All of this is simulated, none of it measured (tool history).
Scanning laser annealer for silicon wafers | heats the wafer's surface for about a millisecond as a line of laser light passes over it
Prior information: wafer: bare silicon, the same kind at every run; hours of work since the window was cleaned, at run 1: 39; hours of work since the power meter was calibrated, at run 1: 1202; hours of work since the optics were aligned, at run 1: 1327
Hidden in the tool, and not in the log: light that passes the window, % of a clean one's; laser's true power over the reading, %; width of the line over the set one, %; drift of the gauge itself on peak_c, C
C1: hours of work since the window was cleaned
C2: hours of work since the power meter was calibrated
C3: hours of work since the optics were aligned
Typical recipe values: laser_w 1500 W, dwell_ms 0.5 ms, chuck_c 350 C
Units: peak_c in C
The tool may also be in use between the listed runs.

run 1 day=0 | laser_w=1500 dwell_ms=0.5 chuck_c=350 | C1=39 C2=1202 C3=1327 | peak_c=1126
run 2 day=4.012 | laser_w=1500 dwell_ms=0.5 chuck_c=345 | C1=109 C2=1272 C3=1396 | peak_c=1119
run 3 day=7.296 | laser_w=1500 dwell_ms=0.5 chuck_c=345 | C1=166 C2=1329 C3=1454 | peak_c=1116
run 4 day=10.358 | laser_w=1500 dwell_ms=0.5 chuck_c=350 | C1=220 C2=1382 C3=1507 | peak_c=1117
-- day=12.608 optics aligned, line set to its width
run 5 day=13.771 | laser_w=1500 dwell_ms=0.5 chuck_c=350 | C1=275 C2=1438 C3=20 | peak_c=1128
run 6 day=15.542 | laser_w=1500 dwell_ms=0.5 chuck_c=350 | C1=306 C2=1469 C3=51 | peak_c=1126
run 7 day=18.346 | laser_w=1500 dwell_ms=0.5 chuck_c=350 | C1=355 C2=1518 C3=100 | peak_c=1121
-- day=19.712 window over the wafer cleaned
run 8 day=21.108 | laser_w=1555 dwell_ms=0.5 chuck_c=350 | C1=24 C2=1564 C3=147 | peak_c=1167
run 9 day=23.158 | laser_w=1555 dwell_ms=0.5 chuck_c=350 | C1=60 C2=1600 C3=182 | peak_c=1167
run 10 day=26.1 | laser_w=1555 dwell_ms=0.5 chuck_c=350 | C1=111 C2=1651 C3=234 | peak_c=1162
run 11 day=29.854 | laser_w=1555 dwell_ms=0.5 chuck_c=350 | C1=177 C2=1717 C3=299 | peak_c=1157
run 12 day=33.696 | laser_w=1555 dwell_ms=0.5 chuck_c=350 | C1=244 C2=1784 C3=366 | peak_c=1155
run 13 day=35.488 | laser_w=1555 dwell_ms=0.5 chuck_c=350 | C1=275 C2=1815 C3=397 | peak_c=1152
run 14 day=38.188 | laser_w=1500 dwell_ms=0.413 chuck_c=350 | C1=322 C2=1862 C3=444 | peak_c=1038
run 15 day=40.321 | laser_w=1500 dwell_ms=0.547 chuck_c=350 | C1=359 C2=1899 C3=482 | peak_c=1161
-- day=41.658 window over the wafer cleaned
run 16 day=42.779 | laser_w=1500 dwell_ms=0.547 chuck_c=350 | C1=20 C2=1941 C3=523 | peak_c=1180
run 17 day=46.721 | laser_w=1500 dwell_ms=0.5 chuck_c=350 | C1=88 C2=2009 C3=592 | peak_c=1134
run 18 day=49.221 | laser_w=1559 dwell_ms=0.5 chuck_c=350 | C1=132 C2=2053 C3=635 | peak_c=1160
run 19 day=51.192 | laser_w=1500 dwell_ms=0.5 chuck_c=350 | C1=166 C2=2087 C3=670 | peak_c=1127
run 20 day=53.146 | laser_w=1500 dwell_ms=0.49 chuck_c=350 | C1=200 C2=2122 C3=704 | peak_c=1114
run 21 day=55.996 | laser_w=1500 dwell_ms=0.49 chuck_c=350 | C1=250 C2=2171 C3=753 | peak_c=1115
run 22 day=59.592 | laser_w=1532 dwell_ms=0.387 chuck_c=350 | C1=313 C2=2234 C3=816 | peak_c=1025
run 23 day=62.029 | laser_w=1532 dwell_ms=0.387 chuck_c=375 | C1=355 C2=2276 C3=859 | peak_c=1047
-- day=63.575 window over the wafer cleaned
run 24 day=64.404 | laser_w=1591 dwell_ms=0.583 chuck_c=350 | C1=14 C2=2316 C3=898 | peak_c=1257
run 25 day=66.642 | laser_w=1591 dwell_ms=0.583 chuck_c=350 | C1=53 C2=2355 C3=937 | peak_c=1255
run 26 day=69.708 | laser_w=1425 dwell_ms=0.41 chuck_c=363 | C1=107 C2=2409 C3=991 | peak_c=1022
run 27 day=71.838 | laser_w=1538 dwell_ms=0.375 chuck_c=329 | C1=144 C2=2446 C3=1028 | peak_c=1001
run 28 day=74.088 | laser_w=1588 dwell_ms=0.529 chuck_c=326 | C1=183 C2=2485 C3=1067 | peak_c=1174
run 29 day=76.588 | laser_w=1537 dwell_ms=0.529 chuck_c=326 | C1=227 C2=2529 C3=1111 | peak_c=1144
run 30 day=78.762 | laser_w=1537 dwell_ms=0.529 chuck_c=326 | C1=265 C2=2567 C3=1149 | peak_c=1144
run 31 day=81.308 | laser_w=1553 dwell_ms=0.409 chuck_c=350 | C1=309 C2=2611 C3=1193 | peak_c=1055
run 32 day=84.433 | laser_w=1382 dwell_ms=0.476 chuck_c=367 | C1=364 C2=2665 C3=1248 | peak_c=1055
-- day=85.396 window over the wafer cleaned
run 33 day=86.5 | laser_w=1382 dwell_ms=0.476 chuck_c=367 | C1=19 C2=2700 C3=1282 | peak_c=1070
run 34 day=90.125 | laser_w=1524 dwell_ms=0.528 chuck_c=352 | C1=82 C2=2763 C3=1345 | peak_c=1170
run 35 day=92.229 | laser_w=1365 dwell_ms=0.383 chuck_c=388 | C1=119 C2=2800 C3=1382 | peak_c=996
run 36 day=95.542 | laser_w=1500 dwell_ms=0.5 chuck_c=361 | C1=177 C2=2858 C3=1440 | peak_c=1135
run 37 day=98.367 | laser_w=1572 dwell_ms=0.5 chuck_c=355 | C1=226 C2=2907 C3=1489 | peak_c=1162
run 38 day=100.129 | laser_w=1574 dwell_ms=0.396 chuck_c=353 | C1=257 C2=2938 C3=1520 | peak_c=1058
-- day=101.421 optics aligned, line set to its width
run 39 day=102.658 | laser_w=1631 dwell_ms=0.356 chuck_c=349 | C1=297 C2=2978 C3=22 | peak_c=1041
run 40 day=105.846 | laser_w=1631 dwell_ms=0.356 chuck_c=349 | C1=353 C2=3034 C3=77 | peak_c=1040
-- day=107.388 window over the wafer cleaned
run 41 day=107.633 | laser_w=1631 dwell_ms=0.603 chuck_c=337 | C1=4 C2=3063 C3=107 | peak_c=1299

Take each entry between the runs: how does the hidden state at the last listed run before it differ from the hidden state at the first listed run after it?
After run 4, before run 5: optics aligned, line set to its width (day 12.608)
  light that passes the window, % of a clean one's: 98.6 -> 98.25; laser's true power over the reading, %: 0.76 -> 0.79; width of the line over the set one, %: 4.5 -> 0.28
  measured minus no-state result, peak_c: -18 -> -8 C
After run 7, before run 8: window over the wafer cleaned (day 19.712)
  light that passes the window, % of a clean one's: 97.75 -> 99.8; laser's true power over the reading, %: 0.83 -> 0.86; width of the line over the set one, %: 0.52 -> 0.65
  measured minus no-state result, peak_c: -12 -> +3 C
After run 15, before run 16: window over the wafer cleaned (day 41.658)
  light that passes the window, % of a clean one's: 97.61 -> 99.69; laser's true power over the reading, %: 1.03 -> 1.05; width of the line over the set one, %: 1.66 -> 1.79
  measured minus no-state result, peak_c: -16 -> +0 C
After run 23, before run 24: window over the wafer cleaned (day 63.575)
  light that passes the window, % of a clean one's: 97.57 -> 99.72; laser's true power over the reading, %: 1.23 -> 1.25; width of the line over the set one, %: 2.78 -> 2.9
  measured minus no-state result, peak_c: -15 -> -1 C
After run 32, before run 33: window over the wafer cleaned (day 85.396)
  light that passes the window, % of a clean one's: 97.51 -> 99.76; laser's true power over the reading, %: 1.43 -> 1.45; width of the line over the set one, %: 3.95 -> 4.04
  measured minus no-state result, peak_c: -18 -> -3 C
After run 38, before run 39: optics aligned, line set to its width (day 101.421)
  light that passes the window, % of a clean one's: 98.19 -> 97.93; laser's true power over the reading, %: 1.57 -> 1.59; width of the line over the set one, %: 4.7 -> 0.34
  measured minus no-state result, peak_c: -14 -> -4 C
After run 40, before run 41: window over the wafer cleaned (day 107.388)
  light that passes the window, % of a clean one's: 97.59 -> 99.71; laser's true power over the reading, %: 1.62 -> 1.64; width of the line over the set one, %: 0.5 -> 0.6
  measured minus no-state result, peak_c: -7 -> +11 C

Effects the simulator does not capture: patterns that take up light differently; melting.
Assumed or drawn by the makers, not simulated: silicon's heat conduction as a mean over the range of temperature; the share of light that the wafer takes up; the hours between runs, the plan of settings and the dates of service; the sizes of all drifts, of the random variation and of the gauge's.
